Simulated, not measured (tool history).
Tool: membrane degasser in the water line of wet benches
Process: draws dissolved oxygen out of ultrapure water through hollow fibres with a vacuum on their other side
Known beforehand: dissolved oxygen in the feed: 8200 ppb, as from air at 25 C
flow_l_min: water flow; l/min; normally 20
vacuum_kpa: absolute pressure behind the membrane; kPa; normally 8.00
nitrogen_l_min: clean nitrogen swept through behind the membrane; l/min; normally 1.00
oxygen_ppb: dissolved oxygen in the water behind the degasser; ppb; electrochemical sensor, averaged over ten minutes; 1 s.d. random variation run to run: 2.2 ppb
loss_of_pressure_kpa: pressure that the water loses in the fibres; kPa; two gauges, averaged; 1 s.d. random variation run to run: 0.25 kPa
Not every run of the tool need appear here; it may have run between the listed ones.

run,day,flow_l_min,vacuum_kpa,nitrogen_l_min,oxygen_ppb,loss_of_pressure_kpa
1,0.000,20,8.00,1.00,228.9,72.72
2,3.708,20,8.00,1.58,160.9,72.41
3,8.496,20,8.00,1.58,158.3,72.09
4,12.154,20,8.00,1.58,159.8,72.88
5,17.442,20,15.97,1.58,385.4,72.52
6,22.588,20,8.00,0.41,454.7,73.13
7,28.104,20,11.22,1.00,366.7,72.94
8,34.575,20,9.22,0.44,546.5,73.33

Estimate the outcome of run 9 from the log above:
9,41.350,20,9.22,0.44,?,?

Run 9 yielded oxygen_ppb 530.6 ppb, loss_of_pressure_kpa 73.30 kPa.
The same run, on a tool lacking any hidden state, would have yielded oxygen_ppb 509.1 ppb, loss_of_pressure_kpa 68.30 kPa.

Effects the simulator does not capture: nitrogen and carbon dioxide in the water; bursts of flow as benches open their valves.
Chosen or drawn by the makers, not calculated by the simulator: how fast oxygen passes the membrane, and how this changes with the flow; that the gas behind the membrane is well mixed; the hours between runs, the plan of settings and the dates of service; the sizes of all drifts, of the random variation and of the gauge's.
